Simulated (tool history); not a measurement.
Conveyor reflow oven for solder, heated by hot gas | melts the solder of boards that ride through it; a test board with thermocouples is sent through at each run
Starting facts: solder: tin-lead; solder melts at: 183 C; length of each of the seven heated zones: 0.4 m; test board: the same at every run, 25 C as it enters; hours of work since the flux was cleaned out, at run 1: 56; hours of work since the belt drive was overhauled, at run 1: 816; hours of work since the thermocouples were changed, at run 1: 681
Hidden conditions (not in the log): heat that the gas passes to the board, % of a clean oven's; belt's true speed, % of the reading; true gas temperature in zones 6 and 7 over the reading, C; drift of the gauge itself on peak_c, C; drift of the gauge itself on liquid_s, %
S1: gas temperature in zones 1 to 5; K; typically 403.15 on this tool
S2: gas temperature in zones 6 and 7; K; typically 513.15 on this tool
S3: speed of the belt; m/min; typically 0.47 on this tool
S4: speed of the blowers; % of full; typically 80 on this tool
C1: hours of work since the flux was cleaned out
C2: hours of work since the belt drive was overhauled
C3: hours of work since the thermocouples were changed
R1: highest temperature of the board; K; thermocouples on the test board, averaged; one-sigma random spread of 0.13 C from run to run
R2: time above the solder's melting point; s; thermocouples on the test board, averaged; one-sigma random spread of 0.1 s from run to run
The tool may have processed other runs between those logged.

run 1 hour=0 | S1=403.15 S2=513.15 S3=0.47 S4=80 | C1=56 C2=816 C3=681 | R1=503.25 R2=86.1
run 2 hour=49 | S1=403.15 S2=513.15 S3=0.47 S4=80 | C1=85 C2=844 C3=710 | R1=502.95 R2=86.1
run 3 hour=81.5 | S1=396.15 S2=513.15 S3=0.47 S4=80 | C1=104 C2=863 C3=729 | R1=502.35 R2=82.9
run 4 hour=107.7 | S1=396.15 S2=513.15 S3=0.47 S4=80 | C1=119 C2=879 C3=744 | R1=502.15 R2=83
run 5 hour=140.7 | S1=403.15 S2=513.15 S3=0.47 S4=57 | C1=138 C2=898 C3=764 | R1=496.75 R2=79.9
run 6 hour=179.6 | S1=403.15 S2=513.15 S3=0.47 S4=57 | C1=161 C2=921 C3=786 | R1=496.65 R2=80
run 7 hour=223.4 | S1=403.15 S2=513.15 S3=0.47 S4=89 | C1=187 C2=946 C3=812 | R1=504.75 R2=87.7
run 8 hour=255.7 | S1=403.15 S2=514.15 S3=0.47 S4=80 | C1=205 C2=965 C3=831 | R1=503.95 R2=86.9
run 9 hour=293.8 | S1=403.15 S2=524.15 S3=0.47 S4=80 | C1=228 C2=987 C3=853 | R1=513.15 R2=92.7
run 10 hour=347 | S1=390.15 S2=513.15 S3=0.47 S4=80 | C1=259 C2=1019 C3=884 | R1=501.15 R2=80.2
run 11 hour=375.7 | S1=403.15 S2=513.15 S3=0.47 S4=80 | C1=276 C2=1035 C3=901 | R1=503.05 R2=86
-- hour=387.5 belt drive overhauled, speed set with a stopwatch
run 12 hour=406 | S1=403.15 S2=513.15 S3=0.47 S4=80 | C1=291 C2=11 C3=916 | R1=502.55 R2=84.9
run 13 hour=445.1 | S1=403.15 S2=513.15 S3=0.47 S4=80 | C1=314 C2=34 C3=939 | R1=502.75 R2=85
run 14 hour=481.6 | S1=402.15 S2=513.15 S3=0.506 S4=80 | C1=335 C2=55 C3=960 | R1=500.25 R2=76.3
-- hour=502.8 flux residue cleaned out of gas plates and filters
run 15 hour=534 | S1=403.15 S2=518.15 S3=0.403 S4=79 | C1=18 C2=83 C3=988 | R1=512.15 R2=106.9
run 16 hour=569.8 | S1=403.15 S2=518.15 S3=0.478 S4=79 | C1=39 C2=104 C3=1009 | R1=507.85 R2=86.9
run 17 hour=600.6 | S1=395.15 S2=521.15 S3=0.47 S4=80 | C1=57 C2=122 C3=1027 | R1=510.25 R2=87.3
run 18 hour=633.6 | S1=388.15 S2=512.15 S3=0.47 S4=80 | C1=76 C2=141 C3=1046 | R1=501.15 R2=78.8
run 19 hour=687.5 | S1=388.15 S2=512.15 S3=0.47 S4=57 | C1=108 C2=172 C3=1078 | R1=493.65 R2=70.8
run 20 hour=732.2 | S1=400.15 S2=509.15 S3=0.544 S4=83 | C1=134 C2=198 C3=1104 | R1=495.95 R2=66.9
run 21 hour=776.1 | S1=400.15 S2=504.15 S3=0.517 S4=55 | C1=160 C2=224 C3=1130 | R1=484.35 R2=57.8
run 22 hour=809 | S1=403.15 S2=513.15 S3=0.407 S4=64 | C1=179 C2=243 C3=1149 | R1=503.95 R2=99.8
run 23 hour=843.1 | S1=410.15 S2=513.15 S3=0.47 S4=80 | C1=199 C2=263 C3=1169 | R1=504.45 R2=89.2
run 24 hour=865.8 | S1=410.15 S2=513.15 S3=0.47 S4=80 | C1=212 C2=277 C3=1182 | R1=504.75 R2=89.3
-- hour=876.6 thermocouples of zones 6 and 7 changed
run 25 hour=903 | S1=410.15 S2=507.15 S3=0.446 S4=80 | C1=233 C2=297 C3=15 | R1=497.25 R2=88.7

Consider 5 possible next runs. They are alternatives, not a sequence: every one starts from the tool as it was left by run 25. What does each give?
run A hour=957.4 | S1=398.15 S2=527.15 S3=0.47 S4=80 | C1=264 C2=329 C3=47 | R1=? R2=?
run B hour=957.4 | S1=410.15 S2=507.15 S3=0.465 S4=52 | C1=264 C2=329 C3=47 | R1=? R2=?
run C hour=957.4 | S1=401.15 S2=515.15 S3=0.446 S4=69 | C1=264 C2=329 C3=47 | R1=? R2=?
run D hour=957.4 | S1=417.15 S2=513.15 S3=0.457 S4=89 | C1=264 C2=329 C3=47 | R1=? R2=?
run E hour=957.4 | S1=391.15 S2=523.15 S3=0.446 S4=82 | C1=264 C2=329 C3=47 | R1=? R2=?

run=A R1=513.15 R2=90.1
run=B R1=489.15 R2=75.2
run=C R1=501.35 R2=87.4
run=D R1=504.25 R2=95
run=E R1=510.75 R2=91.4
With the hidden condition removed and each run's random variation left untouched, the same runs would have given:
run=A R1=514.15 R2=90.7
run=B R1=489.75 R2=76
run=C R1=502.15 R2=88.1
run=D R1=505.05 R2=95.4
run=E R1=511.75 R2=92
